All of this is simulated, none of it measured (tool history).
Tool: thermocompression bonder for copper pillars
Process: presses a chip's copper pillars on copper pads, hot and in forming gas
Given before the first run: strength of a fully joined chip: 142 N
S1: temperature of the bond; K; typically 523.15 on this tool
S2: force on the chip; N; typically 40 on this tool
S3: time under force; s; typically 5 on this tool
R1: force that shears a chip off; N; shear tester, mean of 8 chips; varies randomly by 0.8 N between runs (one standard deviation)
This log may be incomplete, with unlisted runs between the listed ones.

run	hour	S1	S2	S3	R1
1	0.0	523.15	40	5	63.1
2	77.3	523.15	40	5	62.0
3	126.6	523.15	40	7	70.5
4	210.0	523.15	40	7	68.9
5	284.2	523.15	40	7	69.2
6	361.0	523.15	40	7	71.5
7	403.3	523.15	30	5	48.7
8	452.9	523.15	30	5	48.5
9	515.1	523.15	30	5	48.7
10	580.3	523.15	40	5	61.2
11	654.6	523.15	40	5	62.8
12	730.1	523.15	40	5	62.1
13	806.1	523.15	40	5	62.7
14	859.4	537.15	40	5	76.3
15	942.5	523.15	40	7	69.7
16	1017.0	523.15	40	7	70.9
17	1063.9	523.15	40	6	66.7
18	1155.0	523.15	40	5	61.6
19	1193.2	551.15	40	5	93.1
20	1251.1	523.15	40	5	62.1
21	1324.5	516.15	30	3	34.9
22	1366.5	543.15	29	5	65.0
23	1421.9	543.15	29	5	64.5
24	1476.6	543.15	29	5	64.9
25	1551.4	497.15	59	4	51.3
26	1614.3	509.15	46	11	73.5
27	1693.0	530.15	40	14	95.2
28	1753.6	551.15	51	5	104.0
29	1821.7	504.15	40	3	35.9
30	1874.9	540.15	40	3	65.2
31	1914.8	540.15	40	3	66.6
32	1973.4	540.15	40	3	65.6
33	2035.9	540.15	40	3	67.0
34	2097.0	540.15	40	3	68.7
35	2143.7	540.15	40	3	65.2
36	2214.4	537.15	34	6	70.3
37	2264.6	535.15	30	6	63.0
38	2354.2	535.15	30	6	63.1
39	2412.0	523.15	44	7	75.2
40	2497.1	522.15	44	14	92.5

Taken out of this log: 5 entries between the listed runs. Where each belongs, and how the hidden state differs across it:
Run 4 -> run 5: heater calibrated with a thermocouple chip (hour 220.9)
  true temperature of the bond over the reading, C: 0.4 -> 0; oxide that the forming gas leaves, % of the face: 0.54 -> 0.56
Run 14 -> run 15: force cell calibrated (hour 886.7); forming gas filter changed (hour 895.7)
  force that reaches the chip, % of what is set: 100.3 -> 100; oxide that the forming gas leaves, % of the face: 0.67 -> 0.51
Run 28 -> run 29: forming gas filter changed (hour 1786.7)
  force that reaches the chip, % of what is set: 100.1 -> 100.2; oxide that the forming gas leaves, % of the face: 0.67 -> 0.51
Run 39 -> run 40: force cell calibrated (hour 2477.3)
  force that reaches the chip, % of what is set: 100.2 -> 100; oxide that the forming gas leaves, % of the face: 0.62 -> 0.64
